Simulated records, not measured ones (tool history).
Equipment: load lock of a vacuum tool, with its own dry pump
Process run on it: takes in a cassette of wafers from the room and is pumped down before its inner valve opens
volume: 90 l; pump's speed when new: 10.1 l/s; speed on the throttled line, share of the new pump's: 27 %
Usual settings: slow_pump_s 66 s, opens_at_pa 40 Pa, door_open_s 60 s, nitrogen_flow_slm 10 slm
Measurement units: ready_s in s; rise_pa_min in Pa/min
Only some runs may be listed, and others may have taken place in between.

run	day	slow_pump_s	opens_at_pa	door_open_s	nitrogen_flow_slm	incoming humidity of the room's air, %	ready_s	rise_pa_min
1	0.000	66	40	60	10	45.2	126.2	0.364
2	9.217	66	40	60	10	47.1	128.5	0.388
3	20.004	66	40	60	10	45.9	127.9	0.425
4	35.188	66	40	60	10	45.9	128.4	0.468
5	50.100	66	40	60	10	48.7	129.0	0.533
6	67.829	66	40	60	10	43.7	130.1	0.603
7	75.217	66	40	60	10	42.3	131.7	0.618
8	87.046	66	40	60	10	45.5	130.3	0.678
9	96.921	36	40	60	10	48.1	111.4	0.033
10	108.175	66	40	60	10	43.4	119.7	0.039
11	125.917	66	40	60	10	45.8	119.5	0.060
12	138.979	66	77	45	11	49.1	112.6	0.068
13	152.262	65	39	232	10	40.7	118.7	0.101
14	169.021	65	39	232	10	45.0	119.1	0.127
15	181.021	65	39	232	10	44.0	120.7	0.141
16	197.950	93	40	113	16	51.6	140.7	0.167
17	212.733	66	49	183	15	42.3	120.7	0.187
18	230.392	77	34	60	10	41.0	130.7	0.217
19	245.658	77	34	60	10	43.1	131.3	0.255
20	262.700	37	47	60	10	44.8	100.7	0.294

Not shown: 2 entries that the log had between the listed runs. Between which runs, and how does the tool's hidden state differ before and after?
Logged between run 8 and run 9: door's seal changed, seat wiped (day 90.975)
  pump's speed, % of a new pump's: 81.2 -> 80.8; leak at the door's seal, Pa l/s: 0.9653 -> 0.0097
  what was measured, less what the result would be without the hidden state, ready_s: +12.1 -> +14.5 s; rise_pa_min: +0.647 -> +0.005 Pa/min
Logged between run 9 and run 10: dry pump taken out, an overhauled one fitted (day 102.600)
  pump's speed, % of a new pump's: 80.8 -> 98.9; leak at the door's seal, Pa l/s: 0.0097 -> 0.0227
  what was measured, less what the result would be without the hidden state, ready_s: +14.5 -> +0.7 s; rise_pa_min: +0.005 -> +0.014 Pa/min
